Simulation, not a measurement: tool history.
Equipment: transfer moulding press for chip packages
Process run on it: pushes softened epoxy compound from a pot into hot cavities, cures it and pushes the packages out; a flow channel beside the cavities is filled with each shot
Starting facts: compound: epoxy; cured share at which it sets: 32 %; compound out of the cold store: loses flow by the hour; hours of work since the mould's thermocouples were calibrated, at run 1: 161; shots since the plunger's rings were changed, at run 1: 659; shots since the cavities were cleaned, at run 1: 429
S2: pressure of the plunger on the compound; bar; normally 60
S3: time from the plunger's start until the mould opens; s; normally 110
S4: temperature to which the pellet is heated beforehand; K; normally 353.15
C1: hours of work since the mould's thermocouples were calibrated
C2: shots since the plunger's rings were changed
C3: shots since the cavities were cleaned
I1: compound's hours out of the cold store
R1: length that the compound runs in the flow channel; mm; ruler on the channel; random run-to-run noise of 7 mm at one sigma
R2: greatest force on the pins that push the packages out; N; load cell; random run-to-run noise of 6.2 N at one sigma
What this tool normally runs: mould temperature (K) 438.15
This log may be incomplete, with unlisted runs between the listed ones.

Run 1, day 0: usual settings; C1 161; C2 659; C3 429; I1 30.8. Result: R1 829 mm, R2 344 N.
At day 0.242: cavities cleaned with cleaning compound and waxed.
Run 2, day 0.567: usual settings; C1 167; C2 767; C3 70; I1 34.4. Result: R1 803 mm, R2 412 N.
Run 3, day 1.054: usual settings; C1 173; C2 870; C3 173; I1 42.5. Result: R1 759 mm, R2 401 N.
Run 4, day 1.458: usual settings but S2 49.1 bar; C1 178; C2 956; C3 259; I1 36.7. Result: R1 729 mm, R2 429 N.
Run 5, day 2.038: usual settings but S2 49.1 bar, S4 363.15 K; C1 185; C2 1079; C3 382; I1 46. Result: R1 684 mm, R2 415 N.
At day 2.5: cavities cleaned with cleaning compound and waxed.
Run 6, day 2.583: usual settings but mould temperature (K) 436.15, S2 49.1 bar, S4 363.15 K; C1 191; C2 1182; C3 18; I1 44.3. Result: R1 687 mm, R2 280 N.
Run 7, day 3.275: usual settings but mould temperature (K) 436.15, S2 49.1 bar, S4 363.15 K; C1 199; C2 1330; C3 166; I1 15.8. Result: R1 813 mm, R2 357 N.
Run 8, day 3.725: usual settings but mould temperature (K) 436.15, S2 49.1 bar, S4 363.15 K; C1 205; C2 1425; C3 261; I1 19.3. Result: R1 802 mm, R2 387 N.
Run 9, day 4.179: usual settings; C1 210; C2 1522; C3 358; I1 11. Result: R1 916 mm, R2 382 N.
Run 10, day 4.642: usual settings; C1 216; C2 1620; C3 456; I1 23.3. Result: R1 864 mm, R2 391 N.
At day 4.771: cavities cleaned with cleaning compound and waxed.
At day 4.888: cavities cleaned with cleaning compound and waxed, once more.
Run 11, day 5.617: usual settings; C1 226; C2 1801; C3 155; I1 44.3. Result: R1 740 mm, R2 297 N.
Run 12, day 6.3: usual settings but S2 46.1 bar; C1 234; C2 1946; C3 300; I1 31. Result: R1 714 mm, R2 341 N.
Run 13, day 6.892: usual settings but S2 46.1 bar; C1 241; C2 2072; C3 426; I1 36.2. Result: R1 681 mm, R2 379 N.
At day 7.129: cavities cleaned with cleaning compound and waxed.
Run 14, day 7.679: usual settings but S2 46.1 bar; C1 250; C2 2226; C3 116; I1 35.8. Result: R1 689 mm, R2 285 N.
Run 15, day 8.508: usual settings but S2 73.8 bar; C1 260; C2 2403; C3 293; I1 36.5. Result: R1 848 mm, R2 336 N.
Run 16, day 9.25: usual settings but mould temperature (K) 432.15, S2 61.8 bar, S3 114 s, S4 360.15 K; C1 269; C2 2560; C3 450; I1 39. Result: R1 800 mm, R2 475 N.
At day 9.362: cavities cleaned with cleaning compound and waxed.
Run 17, day 9.912: usual settings but mould temperature (K) 432.15, S2 61.8 bar, S3 114 s, S4 360.15 K; C1 276; C2 2688; C3 117; I1 35.2. Result: R1 815 mm, R2 377 N.
Run 18, day 10.729: usual settings but S2 69.3 bar, S3 108 s; C1 286; C2 2862; C3 291; I1 29.2. Result: R1 878 mm, R2 360 N.
Run 19, day 11.188: usual settings but S2 69.3 bar, S3 119 s; C1 291; C2 2960; C3 389; I1 24.3. Result: R1 894 mm, R2 326 N.
At day 11.65: cavities cleaned with cleaning compound and waxed.
Run 20, day 11.679: usual settings but S2 69.3 bar, S3 119 s; C1 296; C2 3051; C3 6; I1 37.3. Result: R1 832 mm, R2 226 N.
Run 21, day 12.421: usual settings but S2 69.3 bar, S3 124 s, S4 350.15 K; C1 305; C2 3208; C3 163; I1 13.7. Result: R1 970 mm, R2 266 N.
At day 13.096: mould's thermocouples calibrated.
Run 22, day 13.121: usual settings but S2 69.3 bar, S3 124 s, S4 350.15 K; C1 0; C2 3340; C3 295; I1 24. Result: R1 887 mm, R2 286 N.
Run 23, day 13.496: usual settings but mould temperature (K) 441.15, S2 52 bar, S3 105 s, S4 343.15 K; C1 5; C2 3419; C3 374; I1 19. Result: R1 791 mm, R2 342 N.
Run 24, day 13.85: usual settings but mould temperature (K) 444.15, S2 50.3 bar, S3 139 s, S4 346.15 K; C1 9; C2 3495; C3 450; I1 29.4. Result: R1 728 mm, R2 291 N.
At day 13.988: cavities cleaned with cleaning compound and waxed.
Run 25, day 14.425: usual settings but S2 56.4 bar; C1 15; C2 3604; C3 93; I1 28. Result: R1 769 mm, R2 274 N.
Run 26, day 15.012: usual settings but S2 56.4 bar; C1 22; C2 3729; C3 218; I1 24.7. Result: R1 796 mm, R2 315 N.
At day 15.467: plunger's sealing rings changed.
Run 27, day 15.742: usual settings but mould temperature (K) 439.15, S2 64.3 bar, S3 102 s, S4 356.15 K; C1 30; C2 58; C3 350; I1 22.9. Result: R1 900 mm, R2 369 N.
At day 16.346: cavities cleaned with cleaning compound and waxed.
Run 28, day 16.45: usual settings but S2 59.5 bar, S4 363.15 K; C1 38; C2 197; C3 23; I1 30.7. Result: R1 837 mm, R2 249 N.
Run 29, day 17.292: usual settings but S2 59.5 bar, S4 363.15 K; C1 48; C2 375; C3 201; I1 41.9. Result: R1 775 mm, R2 311 N.

What if the next run were any one of these 3? Each begins from the tool's condition after run 29:
Run A, day 17.738: usual settings but S2 59.5 bar, S4 358.15 K; C1 53; C2 470; C3 296; I1 37. Result: R1 ?, R2 ?.
Run B, day 17.738: usual settings but S2 50.4 bar, S4 363.15 K; C1 53; C2 470; C3 296; I1 25.8. Result: R1 ?, R2 ?.
Run C, day 17.738: usual settings but S2 52.4 bar, S4 352.15 K; C1 53; C2 470; C3 296; I1 32.8. Result: R1 ?, R2 ?.

run   R1   R2
  A  797  308
  B  791  337
  C  764  327
Take away the tool's hidden state, keep each run's random variation, and the runs would have read:
run   R1   R2
  A  803  224
  B  796  246
  C  769  238
